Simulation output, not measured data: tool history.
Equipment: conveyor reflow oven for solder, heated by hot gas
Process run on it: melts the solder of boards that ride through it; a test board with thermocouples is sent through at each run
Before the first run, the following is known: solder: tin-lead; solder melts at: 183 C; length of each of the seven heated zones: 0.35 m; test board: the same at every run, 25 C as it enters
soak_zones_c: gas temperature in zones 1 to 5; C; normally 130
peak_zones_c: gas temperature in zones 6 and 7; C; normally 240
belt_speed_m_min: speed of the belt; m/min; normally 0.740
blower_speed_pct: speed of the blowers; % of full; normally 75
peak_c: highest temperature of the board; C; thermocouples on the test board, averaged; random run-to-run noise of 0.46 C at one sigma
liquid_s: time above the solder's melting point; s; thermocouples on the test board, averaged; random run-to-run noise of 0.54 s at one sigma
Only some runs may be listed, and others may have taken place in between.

Run 1, hour 0.0: usual settings. Result: peak_c 219.8 C, liquid_s 42.7 s.
Run 2, hour 46.3: usual settings but soak_zones_c 135 C. Result: peak_c 221.6 C, liquid_s 44.0 s.
Run 3, hour 77.6: usual settings but soak_zones_c 135 C. Result: peak_c 220.5 C, liquid_s 44.2 s.
Run 4, hour 117.9: usual settings. Result: peak_c 219.6 C, liquid_s 42.0 s.
Run 5, hour 168.3: usual settings but soak_zones_c 140 C. Result: peak_c 220.5 C, liquid_s 44.7 s.
Run 6, hour 210.8: usual settings but soak_zones_c 140 C. Result: peak_c 221.7 C, liquid_s 45.8 s.
Run 7, hour 254.7: usual settings. Result: peak_c 219.5 C, liquid_s 42.7 s.
Run 8, hour 281.3: usual settings. Result: peak_c 218.7 C, liquid_s 42.1 s.
Run 9, hour 334.1: usual settings. Result: peak_c 221.4 C, liquid_s 43.0 s.
Run 10, hour 361.4: usual settings. Result: peak_c 221.3 C, liquid_s 43.0 s.
Run 11, hour 402.8: usual settings. Result: peak_c 221.5 C, liquid_s 43.2 s.
Run 12, hour 426.6: usual settings but belt_speed_m_min 0.613 m/min. Result: peak_c 226.1 C, liquid_s 55.0 s.
Run 13, hour 473.9: usual settings but soak_zones_c 144 C. Result: peak_c 223.9 C, liquid_s 46.9 s.
Run 14, hour 523.2: usual settings but soak_zones_c 144 C, peak_zones_c 236 C. Result: peak_c 219.4 C, liquid_s 43.6 s.
Run 15, hour 560.2: usual settings but soak_zones_c 144 C, peak_zones_c 236 C. Result: peak_c 219.0 C, liquid_s 46.4 s.
Run 16, hour 604.1: usual settings but peak_zones_c 229 C, belt_speed_m_min 0.843 m/min. Result: peak_c 206.2 C, liquid_s 28.2 s.
Run 17, hour 637.6: usual settings but peak_zones_c 229 C, belt_speed_m_min 0.843 m/min. Result: peak_c 206.4 C, liquid_s 28.3 s.
Run 18, hour 668.9: usual settings but peak_zones_c 229 C, belt_speed_m_min 0.843 m/min. Result: peak_c 206.0 C, liquid_s 28.4 s.
Run 19, hour 721.0: usual settings but soak_zones_c 121 C, peak_zones_c 249 C, belt_speed_m_min 0.853 m/min, blower_speed_pct 66 % of full. Result: peak_c 215.2 C, liquid_s 32.0 s.
Run 20, hour 770.9: usual settings but soak_zones_c 137 C, peak_zones_c 236 C, belt_speed_m_min 0.630 m/min. Result: peak_c 223.2 C, liquid_s 54.3 s.
Run 21, hour 823.7: usual settings but belt_speed_m_min 0.716 m/min. Result: peak_c 223.3 C, liquid_s 46.1 s.
Run 22, hour 851.0: usual settings but soak_zones_c 131 C, peak_zones_c 254 C, belt_speed_m_min 0.716 m/min, blower_speed_pct 58 % of full. Result: peak_c 228.2 C, liquid_s 49.1 s.
Run 23, hour 877.7: usual settings but soak_zones_c 144 C, peak_zones_c 245 C, belt_speed_m_min 0.796 m/min, blower_speed_pct 71 % of full. Result: peak_c 225.0 C, liquid_s 46.2 s.
Run 24, hour 916.5: usual settings but belt_speed_m_min 0.669 m/min, blower_speed_pct 88 % of full. Result: peak_c 228.8 C, liquid_s 52.5 s.
Run 25, hour 946.7: usual settings but belt_speed_m_min 0.669 m/min, blower_speed_pct 88 % of full. Result: peak_c 228.0 C, liquid_s 52.2 s.
Run 26, hour 985.4: usual settings but soak_zones_c 142 C, peak_zones_c 234 C, belt_speed_m_min 0.668 m/min. Result: peak_c 221.6 C, liquid_s 51.9 s.
Run 27, hour 1028.9: usual settings but soak_zones_c 142 C, peak_zones_c 234 C, belt_speed_m_min 0.668 m/min. Result: peak_c 221.2 C, liquid_s 52.3 s.
Run 28, hour 1082.1: usual settings but soak_zones_c 139 C, peak_zones_c 234 C, belt_speed_m_min 0.882 m/min, blower_speed_pct 57 % of full. Result: peak_c 204.0 C, liquid_s 24.7 s.
Run 29, hour 1106.9: usual settings but soak_zones_c 139 C, peak_zones_c 234 C, belt_speed_m_min 0.882 m/min, blower_speed_pct 57 % of full. Result: peak_c 203.7 C, liquid_s 27.1 s.

Removed from this log: 3 entries logged between the listed runs. Between which two listed runs does each belong, and how does the tool's hidden state at the listed run before it compare with that at the listed run after it?
Logged between run 8 and run 9: flux residue cleaned out of gas plates and filters (hour 322.2)
  heat that the gas passes to the board, % of a clean oven's: 94.5 -> 99.3; belt's true speed, % of the reading: 98.95 -> 98.89; true gas temperature in zones 6 and 7 over the reading, C: 0.81 -> 0.88
  measured result minus the result with no hidden state, peak_c: -0.7 -> +1.0 C; liquid_s: -0.1 -> +1.0 s
Logged between run 20 and run 21: flux residue cleaned out of gas plates and filters (hour 796.8)
  heat that the gas passes to the board, % of a clean oven's: 94.3 -> 98.6; belt's true speed, % of the reading: 98.34 -> 98.28; true gas temperature in zones 6 and 7 over the reading, C: 1.54 -> 1.6
  measured result minus the result with no hidden state, peak_c: +0.4 -> +1.6 C; liquid_s: +1.1 -> +1.6 s
Logged between run 21 and run 22: belt drive overhauled, speed set with a stopwatch (hour 830.7)
  heat that the gas passes to the board, % of a clean oven's: 98.6 -> 98.3; belt's true speed, % of the reading: 98.28 -> 97.94; true gas temperature in zones 6 and 7 over the reading, C: 1.6 -> 1.64
  measured result minus the result with no hidden state, peak_c: +1.6 -> +1.8 C; liquid_s: +1.6 -> +2.0 s

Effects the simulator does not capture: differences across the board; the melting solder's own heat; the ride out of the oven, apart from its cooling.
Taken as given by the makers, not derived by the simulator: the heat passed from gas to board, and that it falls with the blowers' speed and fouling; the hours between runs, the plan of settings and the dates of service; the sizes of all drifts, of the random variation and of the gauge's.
